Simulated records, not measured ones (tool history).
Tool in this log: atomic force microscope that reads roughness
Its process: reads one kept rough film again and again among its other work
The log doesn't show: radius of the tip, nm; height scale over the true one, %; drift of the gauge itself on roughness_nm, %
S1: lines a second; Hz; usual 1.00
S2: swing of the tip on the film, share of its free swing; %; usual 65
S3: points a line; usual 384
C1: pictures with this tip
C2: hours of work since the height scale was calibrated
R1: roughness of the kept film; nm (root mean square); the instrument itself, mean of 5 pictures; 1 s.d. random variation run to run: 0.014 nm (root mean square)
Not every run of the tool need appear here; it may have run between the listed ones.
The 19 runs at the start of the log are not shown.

run   hour    S1  S2   S3   C1  C2     R1
 20  130.6  0.81  65  292   92  19  3.112
 21  138.9  0.75  79  384   99  24  3.050
 22  146.0  3.82  65  575  106  28  2.883
 23  151.5  3.82  65  575  111  31  2.889
 24  158.2  0.56  65  304  118  35  3.053
 25  167.6  0.56  65  304  126  41  3.018
 26  174.2  1.57  74  304  133  44  2.853
 27  182.1  1.93  62  396  140  49  2.939
 28  191.1  1.36  65  522  149  54  2.969
 29  199.3  1.38  66  502  156  59  2.928
 30  205.4  1.38  66  502  162  62  2.927
 31  210.3  0.57  65  394  167  65  2.994
 32  214.8  0.64  81  695  171  68  2.918
 33  221.1  0.64  81  274  177  71  2.798
 34  226.2  3.81  77  526  182  74  2.496

Branching from run 34: 3 alternative next runs. What would each branch give?
  A  234.0  3.81  60  378  189  79   ?
  B  234.0  3.81  78  526  189  79   ?
  C  234.0  1.07  65  384  189  79   ?

run     R1
  A  2.753
  B  2.417
  C  2.862
Without the tool's unlogged condition, the same runs would have read:
run     R1
  A  3.297
  B  2.896
  C  3.428

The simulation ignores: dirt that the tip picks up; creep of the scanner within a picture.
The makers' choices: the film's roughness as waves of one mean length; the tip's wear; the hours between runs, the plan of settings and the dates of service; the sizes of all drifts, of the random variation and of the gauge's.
